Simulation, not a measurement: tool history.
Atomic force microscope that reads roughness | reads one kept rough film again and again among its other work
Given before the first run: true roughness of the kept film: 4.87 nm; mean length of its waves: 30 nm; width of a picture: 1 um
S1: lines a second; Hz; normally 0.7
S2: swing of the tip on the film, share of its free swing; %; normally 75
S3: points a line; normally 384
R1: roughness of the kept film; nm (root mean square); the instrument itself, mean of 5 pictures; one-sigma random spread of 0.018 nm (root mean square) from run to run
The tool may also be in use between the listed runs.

Run 1, hour 0: usual settings. Result: R1 3.515 nm (root mean square).
At hour 36.9: new tip fitted.
Run 2, hour 38.6: usual settings. Result: R1 4.278 nm (root mean square).
Run 3, hour 90.2: usual settings but S1 0.733 Hz. Result: R1 3.685 nm (root mean square).
Run 4, hour 127.9: usual settings but S1 0.733 Hz. Result: R1 3.269 nm (root mean square).
At hour 134.2: new tip fitted.
Run 5, hour 157.6: usual settings but S3 912. Result: R1 4.001 nm (root mean square).
Run 6, hour 204.3: usual settings but S1 0.764 Hz. Result: R1 3.486 nm (root mean square).
At hour 232.6: new tip fitted.
Run 7, hour 237.5: usual settings but S1 3.517 Hz. Result: R1 3.933 nm (root mean square).
Run 8, hour 296.3: usual settings but S1 2.165 Hz, S2 71 %, S3 557. Result: R1 3.387 nm (root mean square).

Run 9, settings as shown, results not yet in. Your forecast:
At hour 329.1: new tip fitted.
Run 9, hour 348.5: usual settings but S1 3.711 Hz. Result: R1 ?.

R1: 3.767 nm (root mean square)
With no hidden state in the tool, this same run would have given R1 3.991 nm (root mean square).

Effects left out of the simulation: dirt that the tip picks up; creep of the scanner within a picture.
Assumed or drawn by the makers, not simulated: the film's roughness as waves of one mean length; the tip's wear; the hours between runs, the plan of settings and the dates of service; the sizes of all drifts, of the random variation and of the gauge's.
